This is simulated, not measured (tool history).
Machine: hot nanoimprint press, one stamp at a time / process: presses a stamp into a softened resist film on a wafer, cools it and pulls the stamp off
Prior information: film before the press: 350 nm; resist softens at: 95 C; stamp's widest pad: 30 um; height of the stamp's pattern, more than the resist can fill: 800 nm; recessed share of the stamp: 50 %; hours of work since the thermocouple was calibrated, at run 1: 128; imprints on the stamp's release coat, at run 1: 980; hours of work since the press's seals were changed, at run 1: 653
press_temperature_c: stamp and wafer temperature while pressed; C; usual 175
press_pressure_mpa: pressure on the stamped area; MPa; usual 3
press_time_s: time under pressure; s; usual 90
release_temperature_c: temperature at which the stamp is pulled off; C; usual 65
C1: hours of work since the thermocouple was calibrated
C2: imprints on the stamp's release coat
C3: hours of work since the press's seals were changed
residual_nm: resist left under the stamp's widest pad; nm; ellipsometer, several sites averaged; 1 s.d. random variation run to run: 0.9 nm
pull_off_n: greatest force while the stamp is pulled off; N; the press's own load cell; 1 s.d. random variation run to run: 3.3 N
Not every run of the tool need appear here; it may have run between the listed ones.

run 1 hour=0 | press_temperature_c=175 press_pressure_mpa=3 press_time_s=90 release_temperature_c=65 | C1=128 C2=980 C3=653 | residual_nm=192.9 pull_off_n=166
run 2 hour=51.4 | press_temperature_c=175 press_pressure_mpa=3 press_time_s=90 release_temperature_c=65 | C1=159 C2=1136 C3=684 | residual_nm=190.2 pull_off_n=165
run 3 hour=100.2 | press_temperature_c=175 press_pressure_mpa=3.48 press_time_s=90 release_temperature_c=65 | C1=189 C2=1283 C3=714 | residual_nm=177.2 pull_off_n=171
-- hour=142.1 stamp cleaned and given a new release coat
run 4 hour=170.4 | press_temperature_c=175 press_pressure_mpa=3 press_time_s=90 release_temperature_c=65 | C1=228 C2=86 C3=753 | residual_nm=190.1 pull_off_n=155
run 5 hour=263.7 | press_temperature_c=175 press_pressure_mpa=3 press_time_s=90 release_temperature_c=65 | C1=285 C2=369 C3=810 | residual_nm=189 pull_off_n=157
run 6 hour=328.2 | press_temperature_c=175 press_pressure_mpa=3 press_time_s=90 release_temperature_c=65 | C1=324 C2=564 C3=849 | residual_nm=186.2 pull_off_n=156
-- hour=397.4 plate thermocouple calibrated
run 7 hour=415.5 | press_temperature_c=175 press_pressure_mpa=3 press_time_s=90 release_temperature_c=65 | C1=11 C2=820 C3=901 | residual_nm=195.4 pull_off_n=171
run 8 hour=472.6 | press_temperature_c=175 press_pressure_mpa=3 press_time_s=90 release_temperature_c=65 | C1=46 C2=993 C3=935 | residual_nm=194.8 pull_off_n=165
run 9 hour=533 | press_temperature_c=175 press_pressure_mpa=3 press_time_s=90 release_temperature_c=65 | C1=83 C2=1176 C3=972 | residual_nm=193.2 pull_off_n=174
-- hour=609.1 stamp cleaned and given a new release coat
run 10 hour=628.9 | press_temperature_c=175 press_pressure_mpa=3 press_time_s=90 release_temperature_c=65 | C1=137 C2=60 C3=1027 | residual_nm=194.5 pull_off_n=161
run 11 hour=690.5 | press_temperature_c=175 press_pressure_mpa=3 press_time_s=90 release_temperature_c=65 | C1=175 C2=247 C3=1064 | residual_nm=192.1 pull_off_n=153
run 12 hour=780.2 | press_temperature_c=175 press_pressure_mpa=3 press_time_s=90 release_temperature_c=65 | C1=230 C2=519 C3=1119 | residual_nm=193.2 pull_off_n=159
run 13 hour=833.8 | press_temperature_c=175 press_pressure_mpa=3 press_time_s=90 release_temperature_c=65 | C1=262 C2=681 C3=1152 | residual_nm=192.2 pull_off_n=157
run 14 hour=909.9 | press_temperature_c=175 press_pressure_mpa=3 press_time_s=90 release_temperature_c=65 | C1=309 C2=912 C3=1198 | residual_nm=192.5 pull_off_n=162
run 15 hour=975 | press_temperature_c=176 press_pressure_mpa=3 press_time_s=90 release_temperature_c=65 | C1=348 C2=1109 C3=1238 | residual_nm=185.1 pull_off_n=168
-- hour=1001.6 plate thermocouple calibrated
run 16 hour=1026.1 | press_temperature_c=166 press_pressure_mpa=2.29 press_time_s=55 release_temperature_c=65 | C1=15 C2=1255 C3=1267 | residual_nm=293 pull_off_n=178
-- hour=1076.4 stamp cleaned and given a new release coat
run 17 hour=1085 | press_temperature_c=175 press_pressure_mpa=2.43 press_time_s=90 release_temperature_c=55 | C1=47 C2=26 C3=1299 | residual_nm=213.7 pull_off_n=200
-- hour=1133.1 press's hydraulic seals changed and the load cell set to zero
run 18 hour=1182.5 | press_temperature_c=175 press_pressure_mpa=3.3 press_time_s=137 release_temperature_c=69 | C1=102 C2=297 C3=30 | residual_nm=159.5 pull_off_n=144
run 19 hour=1223.3 | press_temperature_c=172 press_pressure_mpa=3.5 press_time_s=85 release_temperature_c=55 | C1=127 C2=421 C3=55 | residual_nm=194.5 pull_off_n=200
run 20 hour=1263.4 | press_temperature_c=172 press_pressure_mpa=3.5 press_time_s=85 release_temperature_c=55 | C1=151 C2=542 C3=79 | residual_nm=194.2 pull_off_n=212
run 21 hour=1344 | press_temperature_c=186 press_pressure_mpa=3.13 press_time_s=61 release_temperature_c=65 | C1=200 C2=787 C3=129 | residual_nm=155.3 pull_off_n=165
run 22 hour=1438 | press_temperature_c=186 press_pressure_mpa=3.13 press_time_s=61 release_temperature_c=65 | C1=257 C2=1072 C3=186 | residual_nm=152.3 pull_off_n=164
run 23 hour=1519.4 | press_temperature_c=163 press_pressure_mpa=2.35 press_time_s=174 release_temperature_c=59 | C1=307 C2=1318 C3=235 | residual_nm=247.8 pull_off_n=189
-- hour=1545.6 stamp cleaned and given a new release coat
run 24 hour=1591.1 | press_temperature_c=163 press_pressure_mpa=2.35 press_time_s=174 release_temperature_c=59 | C1=347 C2=137 C3=275 | residual_nm=244.9 pull_off_n=172
-- hour=1617.4 plate thermocouple calibrated
run 25 hour=1659.6 | press_temperature_c=163 press_pressure_mpa=2.21 press_time_s=143 release_temperature_c=67 | C1=26 C2=336 C3=315 | residual_nm=267.2 pull_off_n=150
run 26 hour=1718.4 | press_temperature_c=163 press_pressure_mpa=2.21 press_time_s=143 release_temperature_c=67 | C1=62 C2=514 C3=351 | residual_nm=268.9 pull_off_n=155
run 27 hour=1766.2 | press_temperature_c=176 press_pressure_mpa=3.99 press_time_s=90 release_temperature_c=65 | C1=91 C2=659 C3=380 | residual_nm=160.8 pull_off_n=163
run 28 hour=1858.8 | press_temperature_c=176 press_pressure_mpa=3.99 press_time_s=90 release_temperature_c=65 | C1=147 C2=940 C3=437 | residual_nm=160.6 pull_off_n=163
run 29 hour=1934.2 | press_temperature_c=164 press_pressure_mpa=4.22 press_time_s=119 release_temperature_c=68 | C1=193 C2=1168 C3=483 | residual_nm=205.6 pull_off_n=152

Branching from run 29: 5 alternative next runs. What would each branch give?
run A hour=1992.4 | press_temperature_c=172 press_pressure_mpa=4.22 press_time_s=148 release_temperature_c=69 | C1=229 C2=1345 C3=518 | residual_nm=? pull_off_n=?
run B hour=1992.4 | press_temperature_c=175 press_pressure_mpa=3 press_time_s=80 release_temperature_c=72 | C1=229 C2=1345 C3=518 | residual_nm=? pull_off_n=?
run C hour=1992.4 | press_temperature_c=175 press_pressure_mpa=3.09 press_time_s=90 release_temperature_c=65 | C1=229 C2=1345 C3=518 | residual_nm=? pull_off_n=?
run D hour=1992.4 | press_temperature_c=164 press_pressure_mpa=4.22 press_time_s=119 release_temperature_c=65 | C1=229 C2=1345 C3=518 | residual_nm=? pull_off_n=?
run E hour=1992.4 | press_temperature_c=176 press_pressure_mpa=3 press_time_s=90 release_temperature_c=62 | C1=229 C2=1345 C3=518 | residual_nm=? pull_off_n=?

run=A residual_nm=147.3 pull_off_n=157
run=B residual_nm=197.3 pull_off_n=139
run=C residual_nm=187.3 pull_off_n=170
run=D residual_nm=207.8 pull_off_n=178
run=E residual_nm=185.6 pull_off_n=190
Stripped of hidden state, with their random variation kept, the same runs would have yielded:
run=A residual_nm=149.1 pull_off_n=143
run=B residual_nm=199.9 pull_off_n=127
run=C residual_nm=189.8 pull_off_n=154
run=D residual_nm=210.5 pull_off_n=161
run=E residual_nm=188.1 pull_off_n=172
